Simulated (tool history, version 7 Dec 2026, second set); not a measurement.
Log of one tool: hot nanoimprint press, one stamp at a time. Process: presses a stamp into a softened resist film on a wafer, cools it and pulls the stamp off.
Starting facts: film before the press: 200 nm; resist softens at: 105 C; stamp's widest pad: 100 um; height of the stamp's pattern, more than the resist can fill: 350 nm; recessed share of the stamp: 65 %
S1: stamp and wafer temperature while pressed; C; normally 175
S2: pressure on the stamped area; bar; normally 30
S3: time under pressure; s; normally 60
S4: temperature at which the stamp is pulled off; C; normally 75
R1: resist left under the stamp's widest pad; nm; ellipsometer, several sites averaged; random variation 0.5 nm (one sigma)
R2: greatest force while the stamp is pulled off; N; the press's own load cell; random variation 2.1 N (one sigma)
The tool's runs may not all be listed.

run	hour	S1	S2	S3	S4	R1	R2
1	0	175	30	60	75	102.9	116
2	37.8	175	30	60	75	103.3	117
3	82.2	175	30	60	75	103.3	123
4	121.8	172	30	60	75	120.5	123
5	177.6	176	30	60	75	100.1	132
6	208.1	175	30	60	75	105.3	132
7	252	175	30	60	75	107.1	141
# hour 258.7: plate thermocouple calibrated
8	279.9	175	30	60	75	111.8	143
# hour 299.9: stamp cleaned and given a new release coat
9	340.2	175	30	60	75	110.8	115
10	371.6	175	30	60	75	110.9	120
# hour 409.2: press's hydraulic seals changed and the load cell set to zero
# hour 415.3: plate thermocouple calibrated, once more
11	415.5	175	30	60	75	96.4	119
12	451.4	175	30	60	75	97.9	120
13	510.3	180	30	60	75	77.9	134
14	535	180	30	60	75	77.7	133
15	568.4	180	30	60	75	77.7	136
16	599.8	166	30	60	75	144.2	134
17	629.2	166	30	60	75	144.9	145
# hour 642.9: stamp cleaned and given a new release coat
18	674.3	166	23.7	39	79	168.7	111
19	720	175	31.8	60	73	96.7	121
20	777.8	175	32	60	75	97.9	126
21	817.4	178	18.4	60	75	114.5	129
22	857.8	178	18.4	60	75	112.8	129
23	906.1	178	18.4	106	78	96.4	134
24	960.2	178	18.4	106	78	97	139
# hour 975.4: stamp cleaned and given a new release coat
25	1005.6	175	39.5	60	75	90.3	113
26	1064.8	186	26.2	60	61	67.2	143
27	1097	182	33.3	60	73	70.7	123
28	1145	169	23.2	60	73	149.8	131

Each row is a separate what-if for the run after 28, all from the same tool condition, not one after another. Results?
A	1204.7	169	23.2	33	73	?	?
B	1204.7	175	30	60	82	?	?
C	1204.7	187	27.8	60	63	?	?

run	R1	R2
A	166.6	143
B	106	121
C	63.8	153
What these runs would have given with no unlogged condition in the tool:
run	R1	R2
A	158	116
B	96	98
C	57.9	124

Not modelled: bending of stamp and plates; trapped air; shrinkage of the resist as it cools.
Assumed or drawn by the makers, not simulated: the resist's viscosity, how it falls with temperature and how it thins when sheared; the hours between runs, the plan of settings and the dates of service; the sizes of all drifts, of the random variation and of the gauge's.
